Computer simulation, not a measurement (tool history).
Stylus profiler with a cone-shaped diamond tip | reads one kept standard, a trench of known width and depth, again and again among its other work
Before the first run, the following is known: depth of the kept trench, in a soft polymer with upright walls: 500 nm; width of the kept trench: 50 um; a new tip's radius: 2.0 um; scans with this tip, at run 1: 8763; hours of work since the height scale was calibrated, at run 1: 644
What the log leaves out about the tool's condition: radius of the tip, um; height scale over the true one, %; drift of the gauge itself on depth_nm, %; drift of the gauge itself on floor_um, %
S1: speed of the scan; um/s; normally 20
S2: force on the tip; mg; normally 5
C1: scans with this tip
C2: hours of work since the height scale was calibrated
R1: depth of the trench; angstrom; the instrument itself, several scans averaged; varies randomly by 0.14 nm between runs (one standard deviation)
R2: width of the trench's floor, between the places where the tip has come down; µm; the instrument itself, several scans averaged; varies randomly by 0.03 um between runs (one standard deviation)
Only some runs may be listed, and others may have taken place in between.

run   hour  S1    S2     C1   C2      R1     R2
  1      0  20     5   8763  644  5071.1  46.56
  2   55.1  20     5   9149  672  5071.8   46.6
  3    114  20     5   9561  702  5070.3  46.57
  4  170.4  20     5   9955  731  5071.4  46.51
  5  222.1  20     5  10318  758  5067.6  46.55
  6    251  20   4.6  10520  772  5063.2  46.43
  7  304.7  20     5  10895  800  5065.2  46.43
  8  352.7   7     5  11231  825    5064  46.56
  9  394.6  35  1.83  11524  846    5021   46.3
 10  436.9  35  7.89  11820  868  5098.1  46.36
     440.7  -- height scale calibrated on a step standard
 11  474.1  25  6.44  12077   17  5075.6  46.33
 12  533.9   5  8.44  12495   48  5094.4  46.45
 13  585.9   5  8.44  12859   75  5096.1   46.4
 14  628.2   5  8.44  13155   96    5094  46.34

3 ways to go on from here, each from the tool as it stands after run 14. What would each give?
     653.4  -- height scale calibrated on a step standard, once more
  A  669.2  36   5.4  13438   8   ?   ?
     653.4  -- height scale calibrated on a step standard, once more
  B  669.2  69  4.75  13438   8   ?   ?
     653.4  -- height scale calibrated on a step standard, once more
  C  669.2  13  1.72  13438   8   ?   ?

run      R1     R2
  A    5098  46.24
  B  5089.1  46.09
  C  5047.4  46.27
Take away the tool's hidden state, keep each run's random variation, and the runs would have read:
run      R1     R2
  A  5096.6  47.23
  B  5087.7  47.08
  C    5046  47.27

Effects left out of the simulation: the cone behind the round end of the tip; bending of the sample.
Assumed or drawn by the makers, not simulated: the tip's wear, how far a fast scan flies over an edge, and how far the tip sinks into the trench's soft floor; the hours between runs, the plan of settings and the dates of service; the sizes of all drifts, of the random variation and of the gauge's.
